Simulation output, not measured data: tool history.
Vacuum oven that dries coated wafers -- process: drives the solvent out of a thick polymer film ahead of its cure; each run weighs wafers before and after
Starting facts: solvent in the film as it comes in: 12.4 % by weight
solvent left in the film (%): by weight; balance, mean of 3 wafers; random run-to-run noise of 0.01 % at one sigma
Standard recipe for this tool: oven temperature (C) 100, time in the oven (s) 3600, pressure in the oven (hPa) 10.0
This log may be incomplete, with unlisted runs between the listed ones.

run 1 hour=0.0 | oven_temperature_(C)=100 time_in_the_oven_(s)=3600 pressure_in_the_oven_(hPa)=10.0 | solvent_left_in_the_film_(%)=1.46
run 2 hour=34.3 | oven_temperature_(C)=91 time_in_the_oven_(s)=3600 pressure_in_the_oven_(hPa)=10.0 | solvent_left_in_the_film_(%)=2.68
run 3 hour=58.0 | oven_temperature_(C)=91 time_in_the_oven_(s)=3600 pressure_in_the_oven_(hPa)=10.0 | solvent_left_in_the_film_(%)=2.67
run 4 hour=98.4 | oven_temperature_(C)=100 time_in_the_oven_(s)=3600 pressure_in_the_oven_(hPa)=16.3 | solvent_left_in_the_film_(%)=1.82
run 5 hour=117.0 | oven_temperature_(C)=100 time_in_the_oven_(s)=3600 pressure_in_the_oven_(hPa)=30.1 | solvent_left_in_the_film_(%)=2.65
run 6 hour=140.1 | oven_temperature_(C)=102 time_in_the_oven_(s)=3600 pressure_in_the_oven_(hPa)=10.0 | solvent_left_in_the_film_(%)=1.26
run 7 hour=165.7 | oven_temperature_(C)=100 time_in_the_oven_(s)=3600 pressure_in_the_oven_(hPa)=10.0 | solvent_left_in_the_film_(%)=1.46
run 8 hour=198.0 | oven_temperature_(C)=100 time_in_the_oven_(s)=3240 pressure_in_the_oven_(hPa)=10.0 | solvent_left_in_the_film_(%)=1.67
-- hour=203.0 oven's thermocouples calibrated
run 9 hour=238.5 | oven_temperature_(C)=100 time_in_the_oven_(s)=3600 pressure_in_the_oven_(hPa)=10.0 | solvent_left_in_the_film_(%)=1.35
run 10 hour=255.5 | oven_temperature_(C)=100 time_in_the_oven_(s)=3600 pressure_in_the_oven_(hPa)=10.0 | solvent_left_in_the_film_(%)=1.39
run 11 hour=281.8 | oven_temperature_(C)=100 time_in_the_oven_(s)=3600 pressure_in_the_oven_(hPa)=10.0 | solvent_left_in_the_film_(%)=1.37
-- hour=301.6 oven's thermocouples calibrated, once more
run 12 hour=313.2 | oven_temperature_(C)=100 time_in_the_oven_(s)=3600 pressure_in_the_oven_(hPa)=10.0 | solvent_left_in_the_film_(%)=1.58
run 13 hour=347.7 | oven_temperature_(C)=100 time_in_the_oven_(s)=3600 pressure_in_the_oven_(hPa)=7.3 | solvent_left_in_the_film_(%)=1.42
run 14 hour=381.1 | oven_temperature_(C)=110 time_in_the_oven_(s)=3600 pressure_in_the_oven_(hPa)=16.7 | solvent_left_in_the_film_(%)=1.07
run 15 hour=403.3 | oven_temperature_(C)=110 time_in_the_oven_(s)=3600 pressure_in_the_oven_(hPa)=16.7 | solvent_left_in_the_film_(%)=1.04
run 16 hour=421.2 | oven_temperature_(C)=98 time_in_the_oven_(s)=3840 pressure_in_the_oven_(hPa)=19.9 | solvent_left_in_the_film_(%)=2.33
run 17 hour=455.5 | oven_temperature_(C)=91 time_in_the_oven_(s)=3900 pressure_in_the_oven_(hPa)=20.0 | solvent_left_in_the_film_(%)=3.41
run 18 hour=486.4 | oven_temperature_(C)=91 time_in_the_oven_(s)=3900 pressure_in_the_oven_(hPa)=20.0 | solvent_left_in_the_film_(%)=3.39
run 19 hour=512.8 | oven_temperature_(C)=91 time_in_the_oven_(s)=3900 pressure_in_the_oven_(hPa)=20.0 | solvent_left_in_the_film_(%)=3.39
run 20 hour=529.5 | oven_temperature_(C)=90 time_in_the_oven_(s)=3600 pressure_in_the_oven_(hPa)=10.0 | solvent_left_in_the_film_(%)=3.00
run 21 hour=559.9 | oven_temperature_(C)=91 time_in_the_oven_(s)=3600 pressure_in_the_oven_(hPa)=34.8 | solvent_left_in_the_film_(%)=4.73
run 22 hour=577.6 | oven_temperature_(C)=91 time_in_the_oven_(s)=3600 pressure_in_the_oven_(hPa)=34.8 | solvent_left_in_the_film_(%)=4.74
run 23 hour=617.6 | oven_temperature_(C)=111 time_in_the_oven_(s)=3900 pressure_in_the_oven_(hPa)=17.9 | solvent_left_in_the_film_(%)=1.00
run 24 hour=639.0 | oven_temperature_(C)=103 time_in_the_oven_(s)=5160 pressure_in_the_oven_(hPa)=10.0 | solvent_left_in_the_film_(%)=0.87
run 25 hour=666.6 | oven_temperature_(C)=89 time_in_the_oven_(s)=1920 pressure_in_the_oven_(hPa)=5.1 | solvent_left_in_the_film_(%)=4.99
run 26 hour=684.0 | oven_temperature_(C)=112 time_in_the_oven_(s)=4440 pressure_in_the_oven_(hPa)=9.2 | solvent_left_in_the_film_(%)=0.54

Some steps in solvent left in the film (%), run to run, broken into two amounts with sign: the step expected even without the hidden condition (settings, incoming material, random variation), and the rest, left for the hidden condition together with whatever gauge scatter is not in both the measured and the hidden-condition-free result:
Hidden state at play: true wafer temperature over the reading, C; true pressure over the reading, kPa; drift of the gauge itself on solvent_pct, %.
Run 8 -> 9: time in the oven (s) 3240 -> 3600, oven's thermocouples calibrated. solvent left in the film (%) -0.32: hidden state -0.06, all else -0.26.
Run 11 -> 12: oven's thermocouples calibrated, once more. solvent left in the film (%) +0.21: hidden state +0.20, all else +0.01.
Run 24 -> 25: oven temperature (C) 103 -> 89, time in the oven (s) 5160 -> 1920, pressure in the oven (hPa) 10.0 -> 5.1. solvent left in the film (%) +4.12: hidden state -0.04, all else +4.16.
Run 25 -> 26: oven temperature (C) 89 -> 112, time in the oven (s) 1920 -> 4440, pressure in the oven (hPa) 5.1 -> 9.2. solvent left in the film (%) -4.45: hidden state +0.03, all else -4.48.
